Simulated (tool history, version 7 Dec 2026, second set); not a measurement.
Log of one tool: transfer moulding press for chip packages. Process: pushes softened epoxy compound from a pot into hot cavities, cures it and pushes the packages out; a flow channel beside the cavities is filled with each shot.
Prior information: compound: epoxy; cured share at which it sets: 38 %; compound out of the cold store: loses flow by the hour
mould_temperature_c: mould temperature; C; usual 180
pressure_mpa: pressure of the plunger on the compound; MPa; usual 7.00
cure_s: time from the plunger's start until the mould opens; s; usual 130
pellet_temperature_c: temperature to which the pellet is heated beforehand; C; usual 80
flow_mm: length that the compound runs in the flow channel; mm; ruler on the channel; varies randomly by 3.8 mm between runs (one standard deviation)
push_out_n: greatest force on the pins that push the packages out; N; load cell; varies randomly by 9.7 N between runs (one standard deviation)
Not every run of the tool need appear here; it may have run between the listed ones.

| run | hour | mould_temperature_c | pressure_mpa | cure_s | pellet_temperature_c | incoming compound's hours out of the cold store | flow_mm | push_out_n |
|---|---|---|---|---|---|---|---|---|
| 1 | 0.0 | 180 | 7.00 | 130 | 80 | 9.0 | 689 | 442 |
| 2 | 11.5 | 180 | 7.00 | 130 | 80 | 18.4 | 662 | 436 |
| 3 | 22.7 | 180 | 7.00 | 130 | 80 | 27.9 | 626 | 449 |
| 4 | 29.8 | 180 | 7.00 | 130 | 80 | 27.6 | 624 | 445 |
| 5 | 40.2 | 180 | 7.00 | 130 | 80 | 45.0 | 569 | 410 |
| 6 | 52.4 | 180 | 7.00 | 130 | 80 | 32.1 | 610 | 442 |
| 7 | 59.6 | 180 | 7.00 | 130 | 80 | 13.9 | 668 | 447 |
|  | 66.9 | cavities cleaned with cleaning compound and waxed |
| 8 | 75.3 | 180 | 7.00 | 130 | 80 | 15.0 | 666 | 450 |
| 9 | 82.3 | 180 | 7.00 | 130 | 80 | 11.3 | 683 | 459 |
| 10 | 95.3 | 180 | 7.00 | 130 | 80 | 42.7 | 578 | 431 |
| 11 | 107.1 | 180 | 7.00 | 130 | 80 | 46.1 | 572 | 416 |
| 12 | 116.2 | 180 | 7.00 | 130 | 80 | 40.3 | 586 | 437 |
| 13 | 126.1 | 180 | 7.00 | 130 | 80 | 26.2 | 631 | 444 |
| 14 | 134.5 | 180 | 7.00 | 130 | 84 | 16.3 | 656 | 437 |
| 15 | 147.6 | 183 | 7.00 | 130 | 89 | 36.3 | 595 | 384 |
| 16 | 154.8 | 180 | 6.05 | 130 | 80 | 21.2 | 601 | 436 |
|  | 164.5 | cavities cleaned with cleaning compound and waxed |
| 17 | 167.7 | 176 | 7.32 | 112 | 73 | 24.6 | 666 | 745 |
| 18 | 174.5 | 176 | 7.32 | 112 | 73 | 44.6 | 593 | 672 |
| 19 | 184.1 | 186 | 5.93 | 162 | 83 | 20.8 | 582 | 370 |
| 20 | 192.0 | 173 | 8.54 | 150 | 80 | 37.8 | 677 | 506 |
| 21 | 201.8 | 181 | 8.46 | 153 | 80 | 31.9 | 669 | 402 |
| 22 | 213.6 | 181 | 8.46 | 158 | 80 | 40.2 | 640 | 380 |
| 23 | 220.7 | 180 | 7.00 | 130 | 82 | 22.5 | 643 | 438 |
| 24 | 231.8 | 180 | 6.10 | 164 | 82 | 15.3 | 622 | 390 |
| 25 | 242.9 | 180 | 7.00 | 130 | 85 | 48.0 | 568 | 417 |
| 26 | 256.0 | 180 | 5.94 | 153 | 88 | 23.3 | 591 | 399 |
|  | 262.2 | cavities cleaned with cleaning compound and waxed |
| 27 | 271.0 | 180 | 5.94 | 153 | 88 | 34.5 | 557 | 400 |
| 28 | 282.0 | 180 | 7.00 | 128 | 72 | 43.3 | 572 | 450 |

Predict each of these 4 candidate next runs independently; none follows another, all start after run 28:
| A | 288.0 | 186 | 7.00 | 128 | 72 | 35.5 | ? | ? |
| B | 288.0 | 180 | 6.87 | 126 | 72 | 34.0 | ? | ? |
| C | 288.0 | 183 | 7.00 | 129 | 72 | 28.6 | ? | ? |
| D | 288.0 | 180 | 6.13 | 128 | 80 | 23.9 | ? | ? |

| run | flow_mm | push_out_n |
|---|---|---|
| A | 592 | 376 |
| B | 598 | 442 |
| C | 614 | 411 |
| D | 598 | 443 |
With no hidden state in the tool, these same runs would have given:
| run | flow_mm | push_out_n |
|---|---|---|
| A | 592 | 375 |
| B | 598 | 440 |
| C | 614 | 409 |
| D | 599 | 441 |
